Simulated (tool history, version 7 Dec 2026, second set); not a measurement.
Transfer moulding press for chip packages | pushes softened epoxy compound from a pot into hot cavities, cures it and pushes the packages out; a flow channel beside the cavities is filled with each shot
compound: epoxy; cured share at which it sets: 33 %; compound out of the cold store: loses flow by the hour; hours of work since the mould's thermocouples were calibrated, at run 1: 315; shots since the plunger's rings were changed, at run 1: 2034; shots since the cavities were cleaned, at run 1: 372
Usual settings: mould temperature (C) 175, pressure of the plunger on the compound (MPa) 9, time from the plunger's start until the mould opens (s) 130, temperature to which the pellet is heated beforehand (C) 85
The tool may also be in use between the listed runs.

run	hour	mould temperature (C)	pressure of the plunger on the compound (MPa)	time from the plunger's start until the mould opens (s)	temperature to which the pellet is heated beforehand (C)	hours of work since the mould's thermocouples were calibrated	shots since the plunger's rings were changed	shots since the cavities were cleaned	incoming compound's hours out of the cold store	length that the compound runs in the flow channel (mm)	greatest force on the pins that push the packages out (N)
1	0	175	9	130	85	315	2034	372	17.5	543	498
2	5.4	175	9	130	85	319	2096	434	37.2	513	527
3	17.2	175	9.31	130	85	328	2231	569	38.5	520	556
4	26.4	175	9	130	85	336	2337	675	46.1	497	576
5	34.2	175	9	130	85	342	2427	765	41.8	503	604
6	40.5	175	7.79	130	85	347	2499	837	20	499	617
# hour 51.7: cavities cleaned with cleaning compound and waxed
7	53	175	7.79	130	85	355	2625	15	27.7	486	361
8	58.7	175	7.79	130	85	360	2691	81	42.1	465	399
9	64.6	175	7.79	130	85	364	2759	149	9.5	512	434
# hour 73.3: plunger's sealing rings changed
10	77.2	172	7.79	130	85	372	45	265	38	495	519
11	89	172	7.79	130	85	381	180	400	18.2	526	568
12	98.3	175	9	130	85	389	287	507	44.2	514	549
13	108.8	175	9	130	85	397	408	628	25.3	544	587
14	117.4	175	9	130	85	404	506	726	12.1	563	603
15	122.8	175	9	130	85	408	568	788	43.9	514	592
# hour 130.4: mould's thermocouples calibrated
16	130.8	176	7.37	130	85	0	637	857	40.4	468	621
# hour 140.3: cavities cleaned with cleaning compound and waxed
17	142.2	172	8.63	133	86	8	751	22	13.7	560	419
18	149.9	176	9	125	87	14	840	111	16.6	555	411
19	157.9	176	9	125	87	20	931	202	9.7	564	431
20	168.7	175	10.25	145	85	29	1055	326	26.8	575	465
21	174.9	175	10.25	164	89	34	1127	398	22.5	580	460
22	186.5	175	10.25	164	89	43	1260	531	22.6	580	482
23	197.7	175	9	131	79	52	1389	660	21.1	544	563
24	203.5	175	9	131	79	56	1456	727	8.3	567	609
25	209.1	179	9	145	79	60	1520	791	19	539	566
26	216.2	179	9	145	79	66	1602	873	13.5	545	551
# hour 224.9: cavities cleaned with cleaning compound and waxed
27	228	179	9	145	79	74	1720	36	28.1	522	328
28	236.4	175	9.85	135	93	81	1816	132	33.1	546	400
29	244.8	175	9	130	83	87	1912	228	36.5	517	457

Forecast each of these 3 alternatives for the next run:
A	250.8	171	8.48	130	83	92	1981	297	8.9	?	?
B	250.8	175	9	146	83	92	1981	297	13.9	?	?
C	250.8	175	10.81	130	85	92	1981	297	31.6	?	?

run	length that the compound runs in the flow channel (mm)	greatest force on the pins that push the packages out (N)
A	554	582
B	551	459
C	573	461
Without the tool's hidden state the same runs would have given:
run	length that the compound runs in the flow channel (mm)	greatest force on the pins that push the packages out (N)
A	571	425
B	569	337
C	591	336
